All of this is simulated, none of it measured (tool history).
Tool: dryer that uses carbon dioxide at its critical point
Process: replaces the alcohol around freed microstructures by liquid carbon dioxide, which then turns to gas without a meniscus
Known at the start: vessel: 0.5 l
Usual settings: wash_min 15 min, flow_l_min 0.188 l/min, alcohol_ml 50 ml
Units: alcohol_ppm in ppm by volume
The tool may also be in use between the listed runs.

run   hour  wash_min  flow_l_min  alcohol_ml  alcohol_ppm
  1    0.0        15       0.188          50          682
  2    9.2        15       0.188          50          680
  3   18.8        15       0.188          50          683
  4   25.1        15       0.188          50          692
  5   35.6        15       0.188          50          684
  6   43.0        15       0.188          50          699
  7   54.2        20       0.188          50          145
  8   60.1        20       0.188          50          152
  9   72.1        20       0.188          50          167
 10   83.0        20       0.188          50          170
 11   91.1        20       0.188         113          331
 12   96.4        20       0.188         113          321
 13  105.0        24       0.282          62           41
 14  111.4        14       0.188          24          482
 15  120.0        16       0.116          41         2911
 16  130.5        11       0.248          50          885
 17  136.4        11       0.248          50          877
 18  144.0        15       0.293          95          126
 19  154.4        15       0.188          25          378
 20  162.0        12       0.298          80          368
 21  170.5        12       0.298          80          360
 22  179.2        11       0.141          32         3990
 23  187.9        11       0.141          32         4038

3 ways to go on from here, each from the tool as it stands after run 23. What would each give?
  A  193.0        17       0.280          32            ?
  B  193.0        22       0.141          85            ?
  C  193.0        19       0.204          98            ?

run  alcohol_ppm
  A           56
  B          732
  C          261
Without the tool's hidden state the same runs would have given:
run  alcohol_ppm
  A           17
  B          571
  C          178
